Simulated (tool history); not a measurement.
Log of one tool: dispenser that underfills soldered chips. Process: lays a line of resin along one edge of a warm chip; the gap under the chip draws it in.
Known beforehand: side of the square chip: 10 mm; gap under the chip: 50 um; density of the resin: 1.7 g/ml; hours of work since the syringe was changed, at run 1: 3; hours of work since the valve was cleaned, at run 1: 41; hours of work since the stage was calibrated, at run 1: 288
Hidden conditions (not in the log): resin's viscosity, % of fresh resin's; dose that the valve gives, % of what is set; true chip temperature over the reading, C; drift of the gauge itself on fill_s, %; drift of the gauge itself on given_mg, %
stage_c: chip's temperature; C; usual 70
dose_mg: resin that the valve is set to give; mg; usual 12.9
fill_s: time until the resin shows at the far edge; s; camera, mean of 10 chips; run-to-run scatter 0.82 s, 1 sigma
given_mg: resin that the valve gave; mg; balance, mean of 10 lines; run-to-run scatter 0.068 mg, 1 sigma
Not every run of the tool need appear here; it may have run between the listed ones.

run	day	stage_c	dose_mg	hours of work since the syringe was changed	hours of work since the valve was cleaned	hours of work since the stage was calibrated	fill_s	given_mg
1	0.000	70	12.9	3	41	288	99.4	12.60
2	0.321	70	12.9	9	46	294	152.7	12.69
# day 0.496: new syringe of resin
3	0.558	70	12.9	1	50	297	80.0	12.64
4	0.950	70	12.9	7	56	304	137.9	12.70
# day 1.188: new syringe of resin
5	1.188	70	12.9	0	60	307	71.6	12.57
6	1.704	70	12.0	8	69	316	151.0	11.60
# day 1.888: new syringe of resin
7	1.992	70	12.0	2	73	320	86.7	11.68
8	2.229	70	12.0	6	77	324	123.2	11.76
# day 2.579: new syringe of resin
9	2.708	70	12.9	2	85	332	88.1	12.59
# day 2.892: stage's temperature calibrated
10	3.179	70	12.9	9	92	5	169.6	12.49
# day 3.296: new syringe of resin
11	3.429	70	12.9	2	95	9	91.6	12.45
# day 3.508: dispensing valve cleaned and set on the balance
12	3.800	70	12.9	8	5	14	147.0	12.94
# day 4.029: new syringe of resin
13	4.158	82	12.4	2	10	20	65.8	12.41
14	4.683	72	15.6	11	19	28	176.9	15.50
# day 4.746: new syringe of resin
15	5.038	73	12.9	5	25	34	103.5	12.77
16	5.362	73	12.9	10	30	39	165.4	12.71
# day 5.458: new syringe of resin
17	5.767	56	13.7	5	36	45	181.8	13.49
# day 6.138: new syringe of resin
18	6.138	65	12.9	0	42	51	89.2	12.64
19	6.567	65	12.9	7	49	58	161.1	12.60
# day 6.862: new syringe of resin
20	6.950	65	12.9	1	55	64	100.2	12.59
21	7.267	80	16.4	7	60	69	98.5	16.08
# day 7.550: new syringe of resin
22	7.692	76	15.0	2	67	76	74.6	14.63
23	8.112	76	16.3	9	74	83	135.3	15.66

Predict each of these 5 candidate next runs independently; none follows another, all start after run 23:
# day 8.258: new syringe of resin
A	8.367	62	12.9	2	78	87	?	?
# day 8.258: new syringe of resin
B	8.367	72	14.8	2	78	87	?	?
# day 8.258: new syringe of resin
C	8.367	62	15.4	2	78	87	?	?
# day 8.258: new syringe of resin
D	8.367	56	14.9	2	78	87	?	?
# day 8.258: new syringe of resin
E	8.367	85	12.4	2	78	87	?	?

run	fill_s	given_mg
A	110.8	12.51
B	80.7	14.24
C	108.2	14.86
D	130.2	14.38
E	57.0	12.09
Take away the tool's hidden state, keep each run's random variation, and the runs would have read:
run	fill_s	given_mg
A	98.0	12.90
B	71.4	14.69
C	96.0	15.32
D	115.6	14.83
E	50.3	12.46
